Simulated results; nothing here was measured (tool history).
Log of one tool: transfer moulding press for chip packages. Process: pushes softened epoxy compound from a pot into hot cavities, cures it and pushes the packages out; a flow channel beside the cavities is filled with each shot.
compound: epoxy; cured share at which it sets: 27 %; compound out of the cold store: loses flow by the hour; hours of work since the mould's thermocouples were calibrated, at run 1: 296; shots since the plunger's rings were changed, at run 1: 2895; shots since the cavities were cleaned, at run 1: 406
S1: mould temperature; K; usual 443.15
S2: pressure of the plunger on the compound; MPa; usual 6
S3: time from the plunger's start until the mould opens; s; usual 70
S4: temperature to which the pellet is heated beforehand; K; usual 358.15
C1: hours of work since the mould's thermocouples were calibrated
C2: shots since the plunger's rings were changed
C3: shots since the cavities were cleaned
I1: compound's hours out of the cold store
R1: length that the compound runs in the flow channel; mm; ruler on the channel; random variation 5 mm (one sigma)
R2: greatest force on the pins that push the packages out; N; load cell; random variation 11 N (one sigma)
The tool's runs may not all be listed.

run 1 day=0 | S1=443.15 S2=6 S3=70 S4=358.15 | C1=296 C2=2895 C3=406 | I1=15 | R1=875 R2=735
-- day=1.396 cavities cleaned with cleaning compound and waxed
-- day=2.8 plunger's sealing rings changed
-- day=3.821 cavities cleaned with cleaning compound and waxed
run 2 day=3.821 | S1=442.15 S2=6 S3=70 S4=358.15 | C1=353 C2=359 C3=0 | I1=38.3 | R1=838 R2=527
-- day=6.208 cavities cleaned with cleaning compound and waxed
run 3 day=6.688 | S1=442.15 S2=6 S3=70 S4=358.15 | C1=397 C2=1408 C3=179 | I1=13.6 | R1=909 R2=680
-- day=8.692 cavities cleaned with cleaning compound and waxed
run 4 day=9.938 | S1=442.15 S2=6 S3=70 S4=358.15 | C1=447 C2=2601 C3=467 | I1=25.3 | R1=845 R2=728
-- day=11.033 cavities cleaned with cleaning compound and waxed
run 5 day=12.008 | S1=442.15 S2=6 S3=70 S4=358.15 | C1=479 C2=3353 C3=366 | I1=40.1 | R1=789 R2=677
-- day=13.371 plunger's sealing rings changed
-- day=13.433 cavities cleaned with cleaning compound and waxed
run 6 day=14.4 | S1=442.15 S2=6 S3=70 S4=352.15 | C1=514 C2=362 C3=362 | I1=24 | R1=886 R2=714
-- day=15.817 cavities cleaned with cleaning compound and waxed
run 7 day=16.642 | S1=442.15 S2=6 S3=70 S4=352.15 | C1=548 C2=1177 C3=309 | I1=38.5 | R1=843 R2=642
-- day=18.104 cavities cleaned with cleaning compound and waxed
run 8 day=19.808 | S1=442.15 S2=6 S3=70 S4=352.15 | C1=597 C2=2339 C3=639 | I1=47 | R1=781 R2=737
-- day=20.396 cavities cleaned with cleaning compound and waxed
-- day=22.825 cavities cleaned with cleaning compound and waxed
run 9 day=23.525 | S1=442.15 S2=6 S3=70 S4=352.15 | C1=653 C2=3682 C3=262 | I1=30.2 | R1=814 R2=669
-- day=23.821 mould's thermocouples calibrated
-- day=24.208 plunger's sealing rings changed
-- day=25.333 cavities cleaned with cleaning compound and waxed
run 10 day=26.838 | S1=435.15 S2=6 S3=70 S4=358.15 | C1=45 C2=962 C3=563 | I1=34.5 | R1=862 R2=1064
-- day=27.617 cavities cleaned with cleaning compound and waxed
run 11 day=29.546 | S1=443.15 S2=6 S3=70 S4=358.15 | C1=86 C2=1952 C3=723 | I1=26.8 | R1=847 R2=691
-- day=30.175 cavities cleaned with cleaning compound and waxed
run 12 day=32.033 | S1=443.15 S2=6 S3=70 S4=358.15 | C1=125 C2=2859 C3=696 | I1=13.7 | R1=865 R2=707
-- day=32.525 cavities cleaned with cleaning compound and waxed
run 13 day=33.612 | S1=443.15 S2=6 S3=99 S4=358.15 | C1=148 C2=3426 C3=406 | I1=23.6 | R1=837 R2=489
-- day=34.896 plunger's sealing rings changed
-- day=34.958 cavities cleaned with cleaning compound and waxed
run 14 day=36.683 | S1=443.15 S2=6 S3=108 S4=357.15 | C1=194 C2=645 C3=645 | I1=27.1 | R1=868 R2=522
-- day=37.325 cavities cleaned with cleaning compound and waxed
run 15 day=38.262 | S1=436.15 S2=5.05 S3=77 S4=357.15 | C1=218 C2=1213 C3=351 | I1=11.8 | R1=861 R2=752
-- day=39.754 cavities cleaned with cleaning compound and waxed
run 16 day=41.483 | S1=443.15 S2=5.78 S3=84 S4=350.15 | C1=268 C2=2395 C3=648 | I1=23.6 | R1=836 R2=553
-- day=42.092 cavities cleaned with cleaning compound and waxed
run 17 day=43.312 | S1=449.15 S2=5.25 S3=70 S4=352.15 | C1=295 C2=3056 C3=457 | I1=9.7 | R1=812 R2=529
-- day=44.433 cavities cleaned with cleaning compound and waxed
-- day=45.5 mould's thermocouples calibrated, once more
-- day=45.946 plunger's sealing rings changed
-- day=47.038 cavities cleaned with cleaning compound and waxed
run 18 day=47.038 | S1=449.15 S2=5.25 S3=70 S4=352.15 | C1=22 C2=384 C3=0 | I1=28.4 | R1=803 R2=405
run 19 day=49.021 | S1=443.15 S2=6 S3=101 S4=365.15 | C1=53 C2=1127 C3=743 | I1=23.2 | R1=879 R2=531
-- day=49.612 cavities cleaned with cleaning compound and waxed
-- day=52.142 cavities cleaned with cleaning compound and waxed
run 20 day=52.321 | S1=443.15 S2=6 S3=101 S4=365.15 | C1=103 C2=2314 C3=66 | I1=24 | R1=856 R2=405
run 21 day=54.104 | S1=443.15 S2=6 S3=101 S4=365.15 | C1=131 C2=2982 C3=734 | I1=42.8 | R1=785 R2=552
-- day=54.454 cavities cleaned with cleaning compound and waxed
run 22 day=55.888 | S1=443.15 S2=5.79 S3=52 S4=365.15 | C1=158 C2=3625 C3=537 | I1=23.6 | R1=820 R2=1429
-- day=56.533 plunger's sealing rings changed
-- day=56.938 cavities cleaned with cleaning compound and waxed
-- day=59.496 cavities cleaned with cleaning compound and waxed
run 23 day=59.517 | S1=451.15 S2=5.99 S3=70 S4=358.15 | C1=211 C2=1069 C3=8 | I1=9.6 | R1=900 R2=397
-- day=61.933 cavities cleaned with cleaning compound and waxed
run 24 day=63.121 | S1=446.15 S2=4.83 S3=99 S4=352.15 | C1=267 C2=2395 C3=444 | I1=34 | R1=728 R2=502

Some steps in R1 between neighbouring runs. How much of each would the tool show without its hidden state too (settings, what came in, random variation), and how much is left for the hidden state, with any gauge scatter that isn't in both results?
The hidden state here: true mould temperature over the reading, C; pressure that reaches the compound, % of what is set; grip of the stained cavities, % over clean ones'; drift of the gauge itself on flow_mm, %; drift of the gauge itself on push_out_n, %.
Run 5 -> 6: S4 358.15 -> 352.15, plunger's sealing rings changed, cavities cleaned with cleaning compound and waxed. R1 +97 mm: hidden state +47, all else +50.
Run 13 -> 14: S3 99 -> 108, S4 358.15 -> 357.15, plunger's sealing rings changed, cavities cleaned with cleaning compound and waxed. R1 +31 mm: hidden state +48, all else -17.
Run 23 -> 24: S1 451.15 -> 446.15, S2 5.99 -> 4.83, S3 70 -> 99, S4 358.15 -> 352.15, cavities cleaned with cleaning compound and waxed. R1 -172 mm: hidden state -14, all else -158.
